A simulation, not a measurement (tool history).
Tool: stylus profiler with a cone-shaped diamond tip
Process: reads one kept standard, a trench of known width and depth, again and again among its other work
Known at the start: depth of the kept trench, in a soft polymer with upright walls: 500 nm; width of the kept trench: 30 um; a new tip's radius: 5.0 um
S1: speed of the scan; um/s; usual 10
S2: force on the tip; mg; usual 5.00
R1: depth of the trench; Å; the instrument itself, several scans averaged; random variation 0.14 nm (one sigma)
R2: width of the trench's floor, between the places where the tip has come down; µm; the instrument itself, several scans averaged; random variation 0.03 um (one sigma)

run 1 hour=0.0 | S1=10 S2=5.00 | R1=5115.1 R2=22.32
run 2 hour=43.3 | S1=10 S2=5.00 | R1=5115.8 R2=22.27
-- hour=83.6 new tip fitted, height scale calibrated
run 3 hour=123.0 | S1=10 S2=5.00 | R1=5114.7 R2=25.57
run 4 hour=162.3 | S1=10 S2=5.00 | R1=5118.7 R2=25.48
run 5 hour=224.8 | S1=10 S2=6.13 | R1=5133.2 R2=25.42
run 6 hour=274.4 | S1=10 S2=6.13 | R1=5133.6 R2=25.36
run 7 hour=324.9 | S1=10 S2=5.00 | R1=5112.7 R2=25.36
run 8 hour=402.5 | S1=10 S2=5.00 | R1=5116.5 R2=25.19
run 9 hour=471.6 | S1=10 S2=5.00 | R1=5115.9 R2=25.14
run 10 hour=518.2 | S1=10 S2=5.00 | R1=5116.4 R2=25.00
run 11 hour=587.8 | S1=10 S2=5.00 | R1=5119.2 R2=24.93
run 12 hour=640.0 | S1=3 S2=5.00 | R1=5120.5 R2=24.85
-- hour=645.8 height scale calibrated on a step standard
run 13 hour=709.6 | S1=10 S2=5.00 | R1=5121.6 R2=24.78
run 14 hour=778.2 | S1=10 S2=5.00 | R1=5119.7 R2=24.67
run 15 hour=823.8 | S1=19 S2=5.00 | R1=5118.9 R2=24.61
-- hour=875.7 height scale calibrated on a step standard, once more
run 16 hour=901.0 | S1=9 S2=5.00 | R1=5112.0 R2=24.53
run 17 hour=968.5 | S1=9 S2=5.00 | R1=5113.8 R2=24.41
run 18 hour=1035.9 | S1=10 S2=5.00 | R1=5114.3 R2=24.34
run 19 hour=1103.4 | S1=8 S2=4.01 | R1=5098.4 R2=24.33
run 20 hour=1151.1 | S1=2 S2=14.44 | R1=5228.6 R2=24.29
run 21 hour=1212.5 | S1=3 S2=1.77 | R1=5057.3 R2=24.17
run 22 hour=1271.6 | S1=3 S2=1.77 | R1=5057.7 R2=24.17
run 23 hour=1322.8 | S1=3 S2=5.92 | R1=5128.8 R2=24.12
run 24 hour=1378.8 | S1=3 S2=9.52 | R1=5172.8 R2=24.00
run 25 hour=1425.7 | S1=25 S2=13.54 | R1=5222.4 R2=23.95
run 26 hour=1488.8 | S1=12 S2=5.38 | R1=5121.8 R2=23.95
run 27 hour=1537.4 | S1=12 S2=5.38 | R1=5120.1 R2=23.82
run 28 hour=1595.1 | S1=12 S2=5.38 | R1=5125.7 R2=23.83
run 29 hour=1657.4 | S1=12 S2=4.89 | R1=5114.2 R2=23.72
run 30 hour=1718.1 | S1=12 S2=4.89 | R1=5112.5 R2=23.66
run 31 hour=1786.2 | S1=12 S2=4.89 | R1=5117.5 R2=23.61
run 32 hour=1831.2 | S1=12 S2=4.89 | R1=5114.6 R2=23.55
run 33 hour=1879.1 | S1=3 S2=7.71 | R1=5154.4 R2=23.48
run 34 hour=1926.0 | S1=29 S2=8.57 | R1=5165.0 R2=23.45
run 35 hour=1975.4 | S1=10 S2=10.97 | R1=5195.1 R2=23.37
run 36 hour=2051.3 | S1=2 S2=14.29 | R1=5232.9 R2=23.40

Forecast each of these 4 alternatives for the next run:
run A hour=2116.8 | S1=14 S2=4.68 | R1=? R2=?
run B hour=2116.8 | S1=10 S2=6.08 | R1=? R2=?
run C hour=2116.8 | S1=4 S2=6.09 | R1=? R2=?
run D hour=2116.8 | S1=4 S2=12.59 | R1=? R2=?

run=A R1=5114.1 R2=23.29
run=B R1=5133.7 R2=23.25
run=C R1=5136.4 R2=23.30
run=D R1=5216.5 R2=23.30
Without the tool's hidden state the same runs would have given:
run=A R1=5108.8 R2=25.65
run=B R1=5128.3 R2=25.61
run=C R1=5131.0 R2=25.65
run=D R1=5211.0 R2=25.66

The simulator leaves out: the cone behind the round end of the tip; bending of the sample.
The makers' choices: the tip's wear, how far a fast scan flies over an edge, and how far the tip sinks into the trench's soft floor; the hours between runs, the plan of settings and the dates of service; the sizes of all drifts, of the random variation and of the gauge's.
